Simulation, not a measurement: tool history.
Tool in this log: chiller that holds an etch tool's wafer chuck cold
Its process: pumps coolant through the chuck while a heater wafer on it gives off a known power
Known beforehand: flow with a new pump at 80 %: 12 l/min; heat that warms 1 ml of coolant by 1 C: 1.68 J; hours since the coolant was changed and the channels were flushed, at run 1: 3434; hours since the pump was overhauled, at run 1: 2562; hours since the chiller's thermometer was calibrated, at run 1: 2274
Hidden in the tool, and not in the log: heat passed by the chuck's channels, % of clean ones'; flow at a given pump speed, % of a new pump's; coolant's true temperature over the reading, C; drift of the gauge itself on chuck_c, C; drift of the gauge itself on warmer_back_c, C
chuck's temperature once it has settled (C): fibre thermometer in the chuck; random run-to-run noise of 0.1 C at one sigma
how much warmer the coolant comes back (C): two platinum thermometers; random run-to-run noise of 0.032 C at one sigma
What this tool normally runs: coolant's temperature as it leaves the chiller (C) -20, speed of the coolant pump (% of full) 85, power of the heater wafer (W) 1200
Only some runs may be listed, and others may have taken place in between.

run	hour	coolant's temperature as it leaves the chiller (C)	speed of the coolant pump (% of full)	power of the heater wafer (W)	hours since the coolant was changed and the channels were flushed	hours since the pump was overhauled	hours since the chiller's thermometer was calibrated	chuck's temperature once it has settled (C)	how much warmer the coolant comes back (C)
1	0	-20	85	1200	3434	2562	2274	-10.2	3.45
2	115.6	-20	85	1200	3550	2677	2389	-10.1	3.4
3	274.9	-20	85	1200	3709	2837	2549	-9.9	3.37
4	380.2	-20	85	1200	3814	2942	2654	-10.1	3.46
5	466.3	-20	82	1200	3901	3028	2740	-9.8	3.54
6	546.5	-20	82	1200	3981	3108	2820	-9.8	3.57
7	614.1	-20	85	1200	4048	3176	2888	-10	3.42
8	704.4	-20	85	1200	4139	3266	2978	-10	3.41
9	820	-20	85	1116	4254	3382	3094	-10.7	3.18
10	887	-20	85	1116	4321	3449	3161	-10.6	3.14
11	1003.1	-20	85	1200	4437	3565	3277	-9.9	3.43
12	1102.3	-21	85	1200	4537	3664	3376	-10.8	3.46
13	1253.3	-20	67	1200	4688	3815	3527	-7.8	4.38
14	1412.7	-20	67	1200	4847	3974	3687	-7.8	4.46
15	1503.9	-20	67	1200	4938	4066	3778	-7.8	4.44
16	1626.7	-20	67	1200	5061	4188	3901	-7.8	4.41
17	1745	-19	90	1349	5179	4307	4019	-7.8	3.61
18	1887.4	-17	70	1614	5322	4449	4161	-1.1	5.69
19	1982.6	-27	70	1031	5417	4544	4256	-16.8	3.58
20	2098.9	-22	70	1031	5533	4661	4373	-11.5	3.65
21	2256.5	-22	65	658	5691	4818	4530	-14.9	2.51
22	2418.3	-15	65	1695	5853	4980	4692	3	6.48
23	2581.3	-15	65	1695	6016	5143	4855	2.9	6.47
24	2647.9	-20	64	1200	6082	5210	4922	-7.1	4.62
25	2731	-20	64	1200	6165	5293	5005	-7	4.69
26	2891.9	-20	64	897	6326	5454	5166	-10	3.5
27	2976.6	-12	69	1237	6411	5538	5250	0.7	4.46
# hour 3028.7: chiller's thermometer calibrated
28	3081.2	-19	91	1282	6514	5642	52	-8.7	3.45
29	3224.1	-30	78	1200	6657	5785	195	-19	3.86
30	3370.7	-11	78	670	6804	5931	342	-5	2.13
31	3445	-11	78	670	6878	6006	416	-4.9	2.13

Across each entry between runs, compare the hidden state at the last listed run before it with the hidden state at the first listed run after it:
Between runs 27 and 28: chiller's thermometer calibrated (hour 3028.7)
  heat passed by the chuck's channels, % of clean ones': 89.6 -> 89.4; coolant's true temperature over the reading, C: 0.42 -> -0.01
  measured minus no-state result, chuck's temperature once it has settled (C): +1.7 -> +1.1; how much warmer the coolant comes back (C): +0.15 -> +0.12
